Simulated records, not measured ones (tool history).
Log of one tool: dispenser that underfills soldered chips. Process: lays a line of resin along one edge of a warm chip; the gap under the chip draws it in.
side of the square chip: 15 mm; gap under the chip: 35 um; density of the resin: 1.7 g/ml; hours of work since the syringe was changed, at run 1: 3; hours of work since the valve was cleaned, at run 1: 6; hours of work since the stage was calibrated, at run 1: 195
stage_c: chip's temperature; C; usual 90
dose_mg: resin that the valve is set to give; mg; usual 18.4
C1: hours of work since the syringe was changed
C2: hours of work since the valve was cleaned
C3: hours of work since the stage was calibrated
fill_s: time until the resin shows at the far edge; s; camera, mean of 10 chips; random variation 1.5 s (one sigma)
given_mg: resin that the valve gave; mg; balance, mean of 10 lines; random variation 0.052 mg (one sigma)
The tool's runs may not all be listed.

{"run": 1, "day": 0.0, "stage_c": 90, "dose_mg": 18.4, "C1": 3, "C2": 6, "C3": 195, "fill_s": 171.9, "given_mg": 18.48}
{"run": 2, "day": 0.312, "stage_c": 90, "dose_mg": 18.4, "C1": 9, "C2": 11, "C3": 201, "fill_s": 226, "given_mg": 18.37}
{"day": 0.346, "done": "new syringe of resin"}
{"run": 3, "day": 0.508, "stage_c": 90, "dose_mg": 18.4, "C1": 3, "C2": 15, "C3": 204, "fill_s": 165, "given_mg": 18.36}
{"run": 4, "day": 0.85, "stage_c": 85, "dose_mg": 18.4, "C1": 9, "C2": 21, "C3": 211, "fill_s": 267, "given_mg": 18.32}
{"day": 0.892, "done": "new syringe of resin"}
{"run": 5, "day": 1.242, "stage_c": 80, "dose_mg": 18.4, "C1": 6, "C2": 28, "C3": 218, "fill_s": 277.2, "given_mg": 18.27}
{"day": 1.446, "done": "new syringe of resin"}
{"run": 6, "day": 1.479, "stage_c": 80, "dose_mg": 18.4, "C1": 1, "C2": 32, "C3": 222, "fill_s": 209.7, "given_mg": 18.28}
{"run": 7, "day": 1.688, "stage_c": 90, "dose_mg": 18.4, "C1": 4, "C2": 36, "C3": 225, "fill_s": 171.6, "given_mg": 18.17}
{"run": 8, "day": 1.892, "stage_c": 90, "dose_mg": 23, "C1": 8, "C2": 40, "C3": 229, "fill_s": 206.9, "given_mg": 22.64}
{"day": 1.983, "done": "new syringe of resin"}
{"run": 9, "day": 2.2, "stage_c": 90, "dose_mg": 23, "C1": 4, "C2": 45, "C3": 235, "fill_s": 163.6, "given_mg": 22.72}
{"run": 10, "day": 2.396, "stage_c": 90, "dose_mg": 23, "C1": 8, "C2": 48, "C3": 238, "fill_s": 194.8, "given_mg": 22.64}
{"day": 2.512, "done": "new syringe of resin"}
{"run": 11, "day": 2.717, "stage_c": 90, "dose_mg": 23, "C1": 4, "C2": 54, "C3": 244, "fill_s": 161.2, "given_mg": 22.67}
{"day": 3.05, "done": "new syringe of resin"}
{"run": 12, "day": 3.112, "stage_c": 103, "dose_mg": 19.9, "C1": 1, "C2": 61, "C3": 251, "fill_s": 92.1, "given_mg": 19.42}
{"run": 13, "day": 3.404, "stage_c": 97, "dose_mg": 15.6, "C1": 6, "C2": 66, "C3": 256, "fill_s": 161.9, "given_mg": 15.25}
{"day": 3.583, "done": "new syringe of resin"}
{"run": 14, "day": 3.733, "stage_c": 97, "dose_mg": 15.6, "C1": 3, "C2": 72, "C3": 262, "fill_s": 133.5, "given_mg": 15.26}

Forecast run 15:
{"run": 15, "day": 4.021, "stage_c": 85, "dose_mg": 18.4, "C1": 8, "C2": 77, "C3": 267, "fill_s": "?", "given_mg": "?"}

Run 15 gave fill_s 247.9 s, given_mg 17.89 mg.
Without the tool's hidden state the same run would have given fill_s 173 s, given_mg 18.4 mg.
